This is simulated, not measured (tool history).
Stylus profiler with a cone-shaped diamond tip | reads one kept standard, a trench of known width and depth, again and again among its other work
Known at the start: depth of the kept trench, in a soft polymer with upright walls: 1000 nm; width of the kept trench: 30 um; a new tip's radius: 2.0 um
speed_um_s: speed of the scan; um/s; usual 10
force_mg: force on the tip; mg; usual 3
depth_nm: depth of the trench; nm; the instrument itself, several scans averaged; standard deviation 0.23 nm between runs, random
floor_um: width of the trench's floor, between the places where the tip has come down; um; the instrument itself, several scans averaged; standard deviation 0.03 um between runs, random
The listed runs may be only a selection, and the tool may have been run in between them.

run 1 hour=0 | speed_um_s=10 force_mg=3 | depth_nm=1019.07 floor_um=25.33
run 2 hour=54.3 | speed_um_s=10 force_mg=3 | depth_nm=1019.28 floor_um=25.31
run 3 hour=92.3 | speed_um_s=10 force_mg=3 | depth_nm=1019.62 floor_um=25.31
run 4 hour=140.6 | speed_um_s=6 force_mg=3 | depth_nm=1019.63 floor_um=25.24
run 5 hour=211.2 | speed_um_s=6 force_mg=3 | depth_nm=1020.11 floor_um=25.21
-- hour=236.9 height scale calibrated on a step standard
run 6 hour=281.2 | speed_um_s=6 force_mg=3 | depth_nm=1022.64 floor_um=25.22
run 7 hour=347.2 | speed_um_s=19 force_mg=3 | depth_nm=1022.95 floor_um=25.2
-- hour=352.4 height scale calibrated on a step standard, once more
run 8 hour=380.3 | speed_um_s=19 force_mg=3 | depth_nm=1012.78 floor_um=25.17
run 9 hour=458.8 | speed_um_s=19 force_mg=3 | depth_nm=1013.18 floor_um=25.12
run 10 hour=532.1 | speed_um_s=19 force_mg=2.75 | depth_nm=1012.78 floor_um=25.11
run 11 hour=601.2 | speed_um_s=10 force_mg=5.33 | depth_nm=1019.79 floor_um=25.12
run 12 hour=660.4 | speed_um_s=10 force_mg=5.33 | depth_nm=1019.84 floor_um=25.07
run 13 hour=733 | speed_um_s=39 force_mg=1.32 | depth_nm=1008.17 floor_um=24.92
run 14 hour=774 | speed_um_s=4 force_mg=1.25 | depth_nm=1007.95 floor_um=25.03
run 15 hour=847.5 | speed_um_s=4 force_mg=1.25 | depth_nm=1008.17 floor_um=25.03
run 16 hour=886.2 | speed_um_s=17 force_mg=2.37 | depth_nm=1012.43 floor_um=24.91
run 17 hour=962.3 | speed_um_s=10 force_mg=5.94 | depth_nm=1022.23 floor_um=24.92
run 18 hour=1012 | speed_um_s=12 force_mg=3 | depth_nm=1014.42 floor_um=24.93
run 19 hour=1064 | speed_um_s=3 force_mg=3.58 | depth_nm=1016.44 floor_um=24.96
run 20 hour=1141.4 | speed_um_s=33 force_mg=6.29 | depth_nm=1023.63 floor_um=24.86
run 21 hour=1208.5 | speed_um_s=3 force_mg=7.47 | depth_nm=1025.92 floor_um=24.85
run 22 hour=1243.9 | speed_um_s=15 force_mg=1.75 | depth_nm=1011.51 floor_um=24.79
run 23 hour=1320.2 | speed_um_s=2 force_mg=2.29 | depth_nm=1012.95 floor_um=24.83
run 24 hour=1372.6 | speed_um_s=2 force_mg=2.29 | depth_nm=1013.09 floor_um=24.76

A few steps of depth_nm between consecutive runs. Split each: what settings, incoming material and random variation would produce without the hidden state, and what is left over for the hidden state, along with gauge scatter present in only one of the two compared results (measured, and without hidden state):
Hidden state at play: radius of the tip, um; height scale over the true one, %; drift of the gauge itself on depth_nm, %; drift of the gauge itself on floor_um, %.
Run 5 -> 6: height scale calibrated on a step standard. depth_nm +2.53 nm: hidden state +2.78, all else -0.25.
Run 7 -> 8: height scale calibrated on a step standard, once more. depth_nm -10.17 nm: hidden state -9.8, all else -0.37.
Run 12 -> 13: speed_um_s 10 -> 39, force_mg 5.33 -> 1.32. depth_nm -11.67 nm: hidden state +0.19, all else -11.86.
Run 21 -> 22: speed_um_s 3 -> 15, force_mg 7.47 -> 1.75. depth_nm -14.41 nm: hidden state +0.05, all else -14.46.
